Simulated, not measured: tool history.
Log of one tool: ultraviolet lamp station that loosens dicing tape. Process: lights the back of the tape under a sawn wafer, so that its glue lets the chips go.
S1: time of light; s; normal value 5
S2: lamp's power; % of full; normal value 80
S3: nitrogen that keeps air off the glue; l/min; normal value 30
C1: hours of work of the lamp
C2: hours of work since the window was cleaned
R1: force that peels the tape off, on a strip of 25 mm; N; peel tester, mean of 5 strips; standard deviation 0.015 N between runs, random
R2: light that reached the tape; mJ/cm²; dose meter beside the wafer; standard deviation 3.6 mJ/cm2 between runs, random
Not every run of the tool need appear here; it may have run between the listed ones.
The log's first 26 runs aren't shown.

run,hour,S1,S2,S3,C1,C2,R1,R2
27,1317.2,3,72,14,641,75,2.813,317
28,1350.4,5,64,30,661,94,1.171,473
29,1416.9,5,64,30,699,133,1.154,471
30,1465.4,5,64,30,728,161,1.082,468
31,1493.8,5,64,30,744,178,1.077,469
32,1557.1,5,64,30,781,215,1.133,465
33,1599.9,5,67,10,806,240,1.979,497
34,1636.5,9,96,18,827,261,0.226,1271
35,1678.7,9,96,18,852,286,0.245,1267
36,1713.8,9,96,18,872,306,0.23,1255
37,1760,2,80,30,899,333,2.798,233
38,1810.2,8,83,36,929,362,0.233,976
39,1869,5,68,18,963,397,1.344,502
40,1902.8,4,72,11,983,416,2.234,420
41,1972.1,3,62,46,1023,457,2.074,275
42,2006.9,3,80,17,1043,477,2.325,349
43,2057.2,3,75,17,1073,506,2.443,331

Forecast each of these 4 alternatives for the next run:
A,2101.4,4,76,30,1098,532,?,?
B,2101.4,5,81,37,1098,532,?,?
C,2101.4,3,61,20,1098,532,?,?
D,2101.4,3,60,14,1098,532,?,?

run,R1,R2
A,1.254,445
B,0.642,597
C,2.813,271
D,3.292,263
With the hidden condition removed and each run's random variation left untouched, the same runs would have given:
run,R1,R2
A,1.243,447
B,0.635,601
C,2.799,272
D,3.277,264
